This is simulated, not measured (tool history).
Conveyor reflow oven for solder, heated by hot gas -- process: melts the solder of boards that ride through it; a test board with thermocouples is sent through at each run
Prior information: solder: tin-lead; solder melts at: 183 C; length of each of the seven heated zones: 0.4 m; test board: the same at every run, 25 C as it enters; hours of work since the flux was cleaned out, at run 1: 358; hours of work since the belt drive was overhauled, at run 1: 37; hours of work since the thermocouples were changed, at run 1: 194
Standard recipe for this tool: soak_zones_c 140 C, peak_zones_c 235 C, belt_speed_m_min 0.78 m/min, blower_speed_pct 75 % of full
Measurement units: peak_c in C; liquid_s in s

| run | hour | soak_zones_c | peak_zones_c | belt_speed_m_min | blower_speed_pct | hours of work since the flux was cleaned out | hours of work since the belt drive was overhauled | hours of work since the thermocouples were changed | peak_c | liquid_s |
|---|---|---|---|---|---|---|---|---|---|---|
| 1 | 0 | 140 | 235 | 0.78 | 75 | 358 | 37 | 194 | 217.6 | 46.85 |
| 2 | 10 | 140 | 235 | 0.78 | 75 | 362 | 42 | 198 | 217.7 | 46.78 |
| 3 | 20.1 | 140 | 235 | 0.78 | 75 | 367 | 46 | 203 | 217.8 | 46.77 |
| 4 | 26.1 | 140 | 235 | 0.78 | 75 | 370 | 49 | 206 | 217.6 | 46.87 |
| 5 | 32.3 | 140 | 235 | 0.78 | 75 | 373 | 52 | 209 | 217.7 | 46.62 |
| 6 | 42.4 | 140 | 235 | 0.78 | 76 | 377 | 57 | 213 | 217.8 | 46.93 |
| 7 | 54.2 | 140 | 235 | 0.654 | 75 | 383 | 62 | 219 | 222.9 | 60.22 |
| 8 | 62.7 | 140 | 235 | 0.654 | 75 | 387 | 66 | 223 | 222.7 | 60.21 |
|  | 68.3 | flux residue cleaned out of gas plates and filters |
| 9 | 79.6 | 140 | 235 | 0.654 | 75 | 5 | 72 | 228 | 222.4 | 59.76 |
| 10 | 91.5 | 140 | 235 | 0.654 | 75 | 11 | 77 | 234 | 222.1 | 59.58 |
| 11 | 98.2 | 140 | 235 | 0.841 | 75 | 14 | 80 | 237 | 214.1 | 40.81 |
| 12 | 109.3 | 140 | 235 | 0.841 | 75 | 19 | 85 | 242 | 214 | 40.69 |
| 13 | 121.3 | 140 | 235 | 0.841 | 75 | 25 | 91 | 248 | 214.3 | 40.56 |
|  | 126.9 | flux residue cleaned out of gas plates and filters, once more |
| 14 | 131.3 | 140 | 235 | 0.719 | 75 | 2 | 93 | 250 | 222 | 54.06 |
| 15 | 137.5 | 140 | 235 | 0.719 | 75 | 5 | 96 | 253 | 221.9 | 54.15 |
| 16 | 147.9 | 135 | 241 | 0.78 | 75 | 10 | 101 | 258 | 224.1 | 49.21 |
| 17 | 154.1 | 135 | 241 | 0.78 | 75 | 13 | 104 | 260 | 224 | 49.24 |
| 18 | 162.9 | 142 | 231 | 0.938 | 62 | 17 | 108 | 265 | 206.9 | 31.59 |
| 19 | 172 | 142 | 241 | 0.798 | 62 | 21 | 112 | 269 | 221.2 | 48.25 |
| 20 | 183.1 | 129 | 235 | 0.78 | 75 | 26 | 117 | 274 | 217.7 | 44.09 |
| 21 | 189.9 | 152 | 240 | 0.894 | 55 | 29 | 120 | 277 | 216.1 | 42.46 |
| 22 | 199 | 140 | 235 | 0.775 | 51 | 33 | 125 | 281 | 213.1 | 43.45 |
| 23 | 210.4 | 142 | 236 | 0.78 | 75 | 39 | 130 | 287 | 220.6 | 49.37 |
| 24 | 220.1 | 142 | 236 | 0.78 | 75 | 43 | 134 | 291 | 220.5 | 49.35 |
| 25 | 228.1 | 142 | 236 | 0.78 | 75 | 47 | 138 | 295 | 220.6 | 49.43 |
| 26 | 233 | 128 | 235 | 0.629 | 61 | 49 | 140 | 297 | 220.9 | 57.48 |
| 27 | 240.3 | 128 | 235 | 0.629 | 61 | 53 | 144 | 301 | 221.1 | 57.51 |
| 28 | 246.2 | 128 | 235 | 0.629 | 61 | 55 | 147 | 303 | 220.9 | 57.57 |
| 29 | 252.7 | 128 | 235 | 0.629 | 61 | 58 | 150 | 306 | 221 | 57.63 |
| 30 | 264.2 | 125 | 236 | 0.65 | 57 | 64 | 155 | 312 | 219.3 | 53.25 |

Results for each run, recomputed without the tool's hidden state and with each run's random variation untouched:
Hidden conditions of the tool in this case: heat that the gas passes to the board, % of a clean oven's; belt's true speed, % of the reading; true gas temperature in zones 6 and 7 over the reading, C; drift of the gauge itself on peak_c, C; drift of the gauge itself on liquid_s, %.
| run | peak_c | liquid_s |
|---|---|---|
| 1 | 219.5 | 48.27 |
| 2 | 219.6 | 48.22 |
| 3 | 219.8 | 48.24 |
| 4 | 219.7 | 48.35 |
| 5 | 219.8 | 48.11 |
| 6 | 219.9 | 48.43 |
| 7 | 224.6 | 61.45 |
| 8 | 224.4 | 61.45 |
| 9 | 224.7 | 61.46 |
| 10 | 224.4 | 61.3 |
| 11 | 217.2 | 43.22 |
| 12 | 217.2 | 43.12 |
| 13 | 217.5 | 43.02 |
| 14 | 222.1 | 54.06 |
| 15 | 222 | 54.15 |
| 16 | 224.3 | 49.23 |
| 17 | 224.1 | 49.27 |
| 18 | 207.1 | 31.69 |
| 19 | 221.4 | 48.31 |
| 20 | 218 | 44.22 |
| 21 | 216.3 | 42.56 |
| 22 | 213.3 | 43.6 |
| 23 | 221 | 49.5 |
| 24 | 220.9 | 49.51 |
| 25 | 221 | 49.6 |
| 26 | 221.3 | 57.68 |
| 27 | 221.4 | 57.72 |
| 28 | 221.3 | 57.79 |
| 29 | 221.4 | 57.86 |
| 30 | 219.7 | 53.53 |

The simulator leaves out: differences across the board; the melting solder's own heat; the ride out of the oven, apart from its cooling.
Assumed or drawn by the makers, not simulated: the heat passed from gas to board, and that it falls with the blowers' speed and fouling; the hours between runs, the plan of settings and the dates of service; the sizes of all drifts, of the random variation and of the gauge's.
